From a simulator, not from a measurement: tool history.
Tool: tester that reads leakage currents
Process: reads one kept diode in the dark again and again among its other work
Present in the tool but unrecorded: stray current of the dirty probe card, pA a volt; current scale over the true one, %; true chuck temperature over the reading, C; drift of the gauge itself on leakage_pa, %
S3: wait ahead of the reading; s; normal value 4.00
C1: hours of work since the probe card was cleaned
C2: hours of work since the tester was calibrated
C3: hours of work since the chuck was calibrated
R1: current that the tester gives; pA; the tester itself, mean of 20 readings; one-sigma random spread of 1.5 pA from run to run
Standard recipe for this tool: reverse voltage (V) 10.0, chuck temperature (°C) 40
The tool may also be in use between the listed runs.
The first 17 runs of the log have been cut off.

{"run": 18, "day": 16.921, "reverse voltage (V)": 10.0, "chuck temperature (°C)": 40, "S3": 0.98, "C1": 995, "C2": 1025, "C3": 1207, "R1": 710.78}
{"run": 19, "day": 18.083, "reverse voltage (V)": 10.0, "chuck temperature (°C)": 39, "S3": 4.0, "C1": 1018, "C2": 1047, "C3": 1229, "R1": 660.89}
{"run": 20, "day": 19.488, "reverse voltage (V)": 10.0, "chuck temperature (°C)": 42, "S3": 4.0, "C1": 1044, "C2": 1074, "C3": 1255, "R1": 802.36}
{"run": 21, "day": 20.462, "reverse voltage (V)": 1.3, "chuck temperature (°C)": 45, "S3": 9.32, "C1": 1062, "C2": 1092, "C3": 1273, "R1": 319.58}
{"run": 22, "day": 21.158, "reverse voltage (V)": 1.5, "chuck temperature (°C)": 54, "S3": 4.0, "C1": 1075, "C2": 1105, "C3": 1287, "R1": 599.85}
{"run": 23, "day": 22.462, "reverse voltage (V)": 1.5, "chuck temperature (°C)": 54, "S3": 4.0, "C1": 1100, "C2": 1130, "C3": 1311, "R1": 599.15}
{"run": 24, "day": 23.854, "reverse voltage (V)": 10.0, "chuck temperature (°C)": 40, "S3": 0.92, "C1": 1126, "C2": 1156, "C3": 1338, "R1": 708.32}
{"run": 25, "day": 24.875, "reverse voltage (V)": 10.0, "chuck temperature (°C)": 40, "S3": 0.92, "C1": 1146, "C2": 1176, "C3": 1357, "R1": 706.26}
{"run": 26, "day": 25.708, "reverse voltage (V)": 10.0, "chuck temperature (°C)": 40, "S3": 0.92, "C1": 1161, "C2": 1191, "C3": 1373, "R1": 708.27}
{"run": 27, "day": 26.812, "reverse voltage (V)": 4.7, "chuck temperature (°C)": 40, "S3": 0.92, "C1": 1182, "C2": 1212, "C3": 1393, "R1": 466.78}
{"run": 28, "day": 28.162, "reverse voltage (V)": 10.0, "chuck temperature (°C)": 29, "S3": 0.42, "C1": 1208, "C2": 1238, "C3": 1419, "R1": 344.41}
{"run": 29, "day": 28.883, "reverse voltage (V)": 10.0, "chuck temperature (°C)": 29, "S3": 0.42, "C1": 1221, "C2": 1251, "C3": 1433, "R1": 345.57}
{"day": 29.688, "done": "chuck's temperature calibrated"}
{"run": 30, "day": 30.221, "reverse voltage (V)": 12.6, "chuck temperature (°C)": 40, "S3": 0.58, "C1": 1245, "C2": 1275, "C3": 10, "R1": 839.34}
{"run": 31, "day": 31.192, "reverse voltage (V)": 12.6, "chuck temperature (°C)": 40, "S3": 9.5, "C1": 1263, "C2": 1293, "C3": 28, "R1": 831.02}
{"run": 32, "day": 32.246, "reverse voltage (V)": 17.4, "chuck temperature (°C)": 36, "S3": 9.5, "C1": 1283, "C2": 1313, "C3": 48, "R1": 773.46}
{"run": 33, "day": 33.654, "reverse voltage (V)": 4.3, "chuck temperature (°C)": 54, "S3": 4.44, "C1": 1310, "C2": 1340, "C3": 75, "R1": 1097.6}
{"run": 34, "day": 34.692, "reverse voltage (V)": 4.3, "chuck temperature (°C)": 54, "S3": 4.44, "C1": 1329, "C2": 1359, "C3": 94, "R1": 1101.62}
{"run": 35, "day": 35.904, "reverse voltage (V)": 9.7, "chuck temperature (°C)": 54, "S3": 6.85, "C1": 1352, "C2": 1382, "C3": 117, "R1": 1712.7}
{"run": 36, "day": 36.979, "reverse voltage (V)": 6.5, "chuck temperature (°C)": 27, "S3": 4.0, "C1": 1373, "C2": 1403, "C3": 138, "R1": 244.3}
{"run": 37, "day": 37.758, "reverse voltage (V)": 4.7, "chuck temperature (°C)": 27, "S3": 2.31, "C1": 1387, "C2": 1417, "C3": 152, "R1": 203.46}
{"run": 38, "day": 38.667, "reverse voltage (V)": 2.9, "chuck temperature (°C)": 21, "S3": 0.78, "C1": 1405, "C2": 1434, "C3": 170, "R1": 102.55}
{"run": 39, "day": 39.688, "reverse voltage (V)": 2.9, "chuck temperature (°C)": 40, "S3": 0.78, "C1": 1424, "C2": 1454, "C3": 189, "R1": 370.83}
{"run": 40, "day": 40.596, "reverse voltage (V)": 2.9, "chuck temperature (°C)": 40, "S3": 0.78, "C1": 1441, "C2": 1471, "C3": 206, "R1": 373.01}

Here are 4 independent what-if runs from the current tool condition. What would each one return?
{"run": "A", "day": 41.933, "reverse voltage (V)": 10.5, "chuck temperature (°C)": 40, "S3": 6.63, "C1": 1466, "C2": 1496, "C3": 231, "R1": "?"}
{"run": "B", "day": 41.933, "reverse voltage (V)": 2.4, "chuck temperature (°C)": 28, "S3": 0.39, "C1": 1466, "C2": 1496, "C3": 231, "R1": "?"}
{"run": "C", "day": 41.933, "reverse voltage (V)": 10.0, "chuck temperature (°C)": 49, "S3": 4.0, "C1": 1466, "C2": 1496, "C3": 231, "R1": "?"}
{"run": "D", "day": 41.933, "reverse voltage (V)": 1.2, "chuck temperature (°C)": 29, "S3": 0.78, "C1": 1466, "C2": 1496, "C3": 231, "R1": "?"}

run=A R1=750.94
run=B R1=151.35
run=C R1=1283.31
run=D R1=109.02
Without the tool's unlogged condition, the same runs would have read:
run=A R1=722.53
run=B R1=145.00
run=C R1=1250.56
run=D R1=105.51

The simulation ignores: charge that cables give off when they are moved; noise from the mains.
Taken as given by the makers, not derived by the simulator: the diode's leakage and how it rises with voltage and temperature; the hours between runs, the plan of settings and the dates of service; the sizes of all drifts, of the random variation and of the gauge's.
